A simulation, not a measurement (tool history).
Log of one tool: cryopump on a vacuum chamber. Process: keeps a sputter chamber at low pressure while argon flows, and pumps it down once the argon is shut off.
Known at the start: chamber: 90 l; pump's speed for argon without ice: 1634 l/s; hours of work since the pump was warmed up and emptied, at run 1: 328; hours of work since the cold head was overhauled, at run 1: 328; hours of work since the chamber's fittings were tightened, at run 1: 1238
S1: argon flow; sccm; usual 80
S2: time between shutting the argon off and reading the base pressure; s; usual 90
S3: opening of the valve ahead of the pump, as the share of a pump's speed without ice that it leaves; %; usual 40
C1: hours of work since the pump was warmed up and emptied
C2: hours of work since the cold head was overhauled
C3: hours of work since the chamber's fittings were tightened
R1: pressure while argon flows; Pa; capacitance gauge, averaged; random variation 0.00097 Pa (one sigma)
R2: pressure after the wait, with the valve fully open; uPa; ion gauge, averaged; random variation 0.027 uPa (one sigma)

| run | hour | S1 | S2 | S3 | C1 | C2 | C3 | R1 | R2 |
|---|---|---|---|---|---|---|---|---|---|
| 1 | 0.0 | 80 | 90 | 40 | 328 | 328 | 1238 | 0.2163 | 2.17 |
| 2 | 38.4 | 80 | 90 | 40 | 346 | 346 | 1256 | 0.2156 | 2.16 |
| 3 | 69.2 | 80 | 90 | 40 | 360 | 360 | 1270 | 0.2169 | 2.15 |
| 4 | 106.6 | 80 | 90 | 40 | 377 | 377 | 1287 | 0.2193 | 2.22 |
| 5 | 165.4 | 80 | 90 | 40 | 404 | 404 | 1314 | 0.2186 | 2.32 |
| 6 | 199.4 | 52 | 90 | 40 | 419 | 419 | 1329 | 0.1428 | 2.26 |
| 7 | 240.2 | 150 | 164 | 18 | 438 | 438 | 1348 | 0.8775 | 1.85 |
| 8 | 271.8 | 44 | 164 | 21 | 452 | 452 | 1362 | 0.2242 | 1.84 |
| 9 | 332.0 | 44 | 164 | 21 | 480 | 480 | 1390 | 0.2252 | 1.90 |
| 10 | 380.2 | 92 | 121 | 17 | 502 | 502 | 1412 | 0.5740 | 2.05 |
| 11 | 447.1 | 98 | 90 | 25 | 532 | 532 | 1442 | 0.4222 | 2.41 |

Hidden state or all else? Some run-to-run changes of R1, split into what the settings, what came in and random variation would give without the hidden state, and what is left for the hidden state (with any gauge scatter that isn't in both results):
The hidden state here: pump's speed, % of a pump's without ice; cold plate's temperature, K; leak into the chamber, uPa l/s; drift of the gauge itself on working_pa, %; drift of the gauge itself on base_upa, %.
Run 6 -> 7: S1 52 -> 150, S2 90 -> 164, S3 40 -> 18. R1 +0.7347 Pa: hidden state +0.0149, all else +0.7198.
Run 7 -> 8: S1 150 -> 44, S3 18 -> 21. R1 -0.6533 Pa: hidden state -0.0155, all else -0.6378.
